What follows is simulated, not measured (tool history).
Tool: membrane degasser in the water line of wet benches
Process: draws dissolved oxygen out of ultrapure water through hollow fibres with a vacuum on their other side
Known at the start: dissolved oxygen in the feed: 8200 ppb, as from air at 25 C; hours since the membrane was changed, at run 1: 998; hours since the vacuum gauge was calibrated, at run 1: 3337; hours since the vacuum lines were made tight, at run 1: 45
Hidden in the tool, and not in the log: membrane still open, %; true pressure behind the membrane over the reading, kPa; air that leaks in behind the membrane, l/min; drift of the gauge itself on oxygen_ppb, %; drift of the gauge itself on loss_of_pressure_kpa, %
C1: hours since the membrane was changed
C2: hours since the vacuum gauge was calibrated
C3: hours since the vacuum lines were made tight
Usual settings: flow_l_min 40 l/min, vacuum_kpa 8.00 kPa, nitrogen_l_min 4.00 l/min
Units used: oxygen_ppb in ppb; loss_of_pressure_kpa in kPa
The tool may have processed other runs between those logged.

{"run": 1, "hour": 0.0, "flow_l_min": 40, "vacuum_kpa": 8.0, "nitrogen_l_min": 4.0, "C1": 998, "C2": 3337, "C3": 45, "oxygen_ppb": 125.1, "loss_of_pressure_kpa": 52.1}
{"run": 2, "hour": 24.3, "flow_l_min": 40, "vacuum_kpa": 8.0, "nitrogen_l_min": 4.0, "C1": 1023, "C2": 3361, "C3": 69, "oxygen_ppb": 124.5, "loss_of_pressure_kpa": 51.89}
{"run": 3, "hour": 56.0, "flow_l_min": 40, "vacuum_kpa": 8.0, "nitrogen_l_min": 4.0, "C1": 1054, "C2": 3393, "C3": 101, "oxygen_ppb": 125.9, "loss_of_pressure_kpa": 52.09}
{"run": 4, "hour": 102.1, "flow_l_min": 33, "vacuum_kpa": 8.0, "nitrogen_l_min": 4.0, "C1": 1100, "C2": 3439, "C3": 147, "oxygen_ppb": 103.7, "loss_of_pressure_kpa": 43.09}
{"run": 5, "hour": 144.3, "flow_l_min": 47, "vacuum_kpa": 8.0, "nitrogen_l_min": 4.0, "C1": 1143, "C2": 3481, "C3": 189, "oxygen_ppb": 149.8, "loss_of_pressure_kpa": 60.89}
{"run": 6, "hour": 190.5, "flow_l_min": 33, "vacuum_kpa": 8.0, "nitrogen_l_min": 4.0, "C1": 1189, "C2": 3527, "C3": 236, "oxygen_ppb": 103.4, "loss_of_pressure_kpa": 43.23}
{"run": 7, "hour": 238.7, "flow_l_min": 33, "vacuum_kpa": 8.0, "nitrogen_l_min": 4.0, "C1": 1237, "C2": 3576, "C3": 284, "oxygen_ppb": 106.8, "loss_of_pressure_kpa": 42.79}
{"run": 8, "hour": 276.0, "flow_l_min": 33, "vacuum_kpa": 8.0, "nitrogen_l_min": 4.0, "C1": 1274, "C2": 3613, "C3": 321, "oxygen_ppb": 102.2, "loss_of_pressure_kpa": 43.42}
{"run": 9, "hour": 315.7, "flow_l_min": 47, "vacuum_kpa": 8.0, "nitrogen_l_min": 4.0, "C1": 1314, "C2": 3653, "C3": 361, "oxygen_ppb": 149.4, "loss_of_pressure_kpa": 61.08}
{"run": 10, "hour": 341.8, "flow_l_min": 47, "vacuum_kpa": 8.0, "nitrogen_l_min": 4.0, "C1": 1340, "C2": 3679, "C3": 387, "oxygen_ppb": 150.3, "loss_of_pressure_kpa": 61.67}
{"run": 11, "hour": 372.0, "flow_l_min": 47, "vacuum_kpa": 8.0, "nitrogen_l_min": 4.0, "C1": 1370, "C2": 3709, "C3": 417, "oxygen_ppb": 149.6, "loss_of_pressure_kpa": 61.57}
{"run": 12, "hour": 418.1, "flow_l_min": 41, "vacuum_kpa": 19.91, "nitrogen_l_min": 7.26, "C1": 1416, "C2": 3755, "C3": 463, "oxygen_ppb": 229.6, "loss_of_pressure_kpa": 53.71}
{"run": 13, "hour": 450.1, "flow_l_min": 26, "vacuum_kpa": 6.5, "nitrogen_l_min": 5.82, "C1": 1448, "C2": 3787, "C3": 495, "oxygen_ppb": 42.5, "loss_of_pressure_kpa": 34.05}
{"run": 14, "hour": 486.9, "flow_l_min": 26, "vacuum_kpa": 6.5, "nitrogen_l_min": 5.82, "C1": 1485, "C2": 3824, "C3": 532, "oxygen_ppb": 41.8, "loss_of_pressure_kpa": 34.31}
{"run": 15, "hour": 524.6, "flow_l_min": 39, "vacuum_kpa": 6.1, "nitrogen_l_min": 2.95, "C1": 1523, "C2": 3861, "C3": 570, "oxygen_ppb": 107.1, "loss_of_pressure_kpa": 51.42}
{"run": 16, "hour": 563.2, "flow_l_min": 39, "vacuum_kpa": 6.1, "nitrogen_l_min": 2.95, "C1": 1562, "C2": 3900, "C3": 608, "oxygen_ppb": 108.7, "loss_of_pressure_kpa": 50.97}
{"run": 17, "hour": 604.0, "flow_l_min": 39, "vacuum_kpa": 6.1, "nitrogen_l_min": 2.95, "C1": 1602, "C2": 3941, "C3": 649, "oxygen_ppb": 106.1, "loss_of_pressure_kpa": 51.16}

4 options for the next run, each taken on its own from the tool as it stands now. Forecast them:
{"run": "A", "hour": 657.5, "flow_l_min": 27, "vacuum_kpa": 6.1, "nitrogen_l_min": 2.95, "C1": 1656, "C2": 3994, "C3": 703, "oxygen_ppb": "?", "loss_of_pressure_kpa": "?"}
{"run": "B", "hour": 657.5, "flow_l_min": 26, "vacuum_kpa": 16.51, "nitrogen_l_min": 2.44, "C1": 1656, "C2": 3994, "C3": 703, "oxygen_ppb": "?", "loss_of_pressure_kpa": "?"}
{"run": "C", "hour": 657.5, "flow_l_min": 47, "vacuum_kpa": 8.64, "nitrogen_l_min": 4.0, "C1": 1656, "C2": 3994, "C3": 703, "oxygen_ppb": "?", "loss_of_pressure_kpa": "?"}
{"run": "D", "hour": 657.5, "flow_l_min": 24, "vacuum_kpa": 9.99, "nitrogen_l_min": 2.95, "C1": 1656, "C2": 3994, "C3": 703, "oxygen_ppb": "?", "loss_of_pressure_kpa": "?"}

run=A oxygen_ppb=74.4 loss_of_pressure_kpa=35.30
run=B oxygen_ppb=335.6 loss_of_pressure_kpa=34.55
run=C oxygen_ppb=170.0 loss_of_pressure_kpa=62.39
run=D oxygen_ppb=143.8 loss_of_pressure_kpa=31.37
Take away the tool's hidden state, keep each run's random variation, and the runs would have read:
run=A oxygen_ppb=61.7 loss_of_pressure_kpa=34.38
run=B oxygen_ppb=320.5 loss_of_pressure_kpa=33.65
run=C oxygen_ppb=153.1 loss_of_pressure_kpa=60.77
run=D oxygen_ppb=131.9 loss_of_pressure_kpa=30.55

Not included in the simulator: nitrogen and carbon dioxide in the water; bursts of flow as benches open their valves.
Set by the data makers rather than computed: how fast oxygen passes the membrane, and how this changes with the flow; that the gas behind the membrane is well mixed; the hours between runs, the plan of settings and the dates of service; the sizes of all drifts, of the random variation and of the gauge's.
